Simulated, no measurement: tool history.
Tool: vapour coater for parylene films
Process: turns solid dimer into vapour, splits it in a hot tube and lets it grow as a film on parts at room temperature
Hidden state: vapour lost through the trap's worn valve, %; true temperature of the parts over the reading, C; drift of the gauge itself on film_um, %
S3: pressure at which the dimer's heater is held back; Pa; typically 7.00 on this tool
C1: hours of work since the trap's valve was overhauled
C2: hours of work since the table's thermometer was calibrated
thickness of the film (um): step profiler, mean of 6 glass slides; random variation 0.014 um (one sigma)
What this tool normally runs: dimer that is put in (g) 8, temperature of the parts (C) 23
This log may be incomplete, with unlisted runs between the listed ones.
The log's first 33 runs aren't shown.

{"run": 34, "hour": 1261.0, "dimer that is put in (g)": 8, "temperature of the parts (C)": 16, "S3": 4.35, "C1": 130, "C2": 885, "thickness of the film (um)": 1.78}
{"run": 35, "hour": 1285.9, "dimer that is put in (g)": 5, "temperature of the parts (C)": 16, "S3": 2.59, "C1": 142, "C2": 897, "thickness of the film (um)": 1.23}
{"run": 36, "hour": 1337.3, "dimer that is put in (g)": 5, "temperature of the parts (C)": 16, "S3": 2.59, "C1": 166, "C2": 922, "thickness of the film (um)": 1.22}
{"run": 37, "hour": 1384.5, "dimer that is put in (g)": 9, "temperature of the parts (C)": 16, "S3": 6.05, "C1": 189, "C2": 944, "thickness of the film (um)": 1.89}
{"run": 38, "hour": 1411.5, "dimer that is put in (g)": 11, "temperature of the parts (C)": 18, "S3": 2.06, "C1": 202, "C2": 957, "thickness of the film (um)": 2.59}
{"run": 39, "hour": 1446.9, "dimer that is put in (g)": 11, "temperature of the parts (C)": 27, "S3": 7.48, "C1": 219, "C2": 974, "thickness of the film (um)": 1.55}
{"run": 40, "hour": 1479.7, "dimer that is put in (g)": 7, "temperature of the parts (C)": 22, "S3": 9.72, "C1": 234, "C2": 990, "thickness of the film (um)": 1.09}
{"run": 41, "hour": 1521.4, "dimer that is put in (g)": 6, "temperature of the parts (C)": 17, "S3": 6.78, "C1": 254, "C2": 1010, "thickness of the film (um)": 1.2}
{"run": 42, "hour": 1545.3, "dimer that is put in (g)": 8, "temperature of the parts (C)": 17, "S3": 2.57, "C1": 266, "C2": 1021, "thickness of the film (um)": 1.91}
{"run": 43, "hour": 1576.6, "dimer that is put in (g)": 8, "temperature of the parts (C)": 17, "S3": 2.57, "C1": 281, "C2": 1036, "thickness of the film (um)": 1.88}
{"run": 44, "hour": 1614.8, "dimer that is put in (g)": 6, "temperature of the parts (C)": 21, "S3": 8.44, "C1": 299, "C2": 1054, "thickness of the film (um)": 0.99}

Each row is a separate what-if for the run after 44, all from the same tool condition, not one after another. Results?
{"run": "A", "hour": 1657.4, "dimer that is put in (g)": 6, "temperature of the parts (C)": 35, "S3": 8.44, "C1": 319, "C2": 1075, "thickness of the film (um)": "?"}
{"run": "B", "hour": 1657.4, "dimer that is put in (g)": 6, "temperature of the parts (C)": 21, "S3": 4.72, "C1": 319, "C2": 1075, "thickness of the film (um)": "?"}
{"run": "C", "hour": 1657.4, "dimer that is put in (g)": 4, "temperature of the parts (C)": 20, "S3": 6.99, "C1": 319, "C2": 1075, "thickness of the film (um)": "?"}
{"run": "D", "hour": 1657.4, "dimer that is put in (g)": 9, "temperature of the parts (C)": 18, "S3": 3.97, "C1": 319, "C2": 1075, "thickness of the film (um)": "?"}
{"run": "E", "hour": 1657.4, "dimer that is put in (g)": 7, "temperature of the parts (C)": 23, "S3": 7.0, "C1": 319, "C2": 1075, "thickness of the film (um)": "?"}

run=A thickness_of_the_film_(um)=0.62
run=B thickness_of_the_film_(um)=1.13
run=C thickness_of_the_film_(um)=0.72
run=D thickness_of_the_film_(um)=1.88
run=E thickness_of_the_film_(um)=1.12
The same runs, with their run-to-run variation unchanged, on a tool lacking any hidden condition would have given:
run=A thickness_of_the_film_(um)=0.62
run=B thickness_of_the_film_(um)=1.14
run=C thickness_of_the_film_(um)=0.72
run=D thickness_of_the_film_(um)=1.89
run=E thickness_of_the_film_(um)=1.12
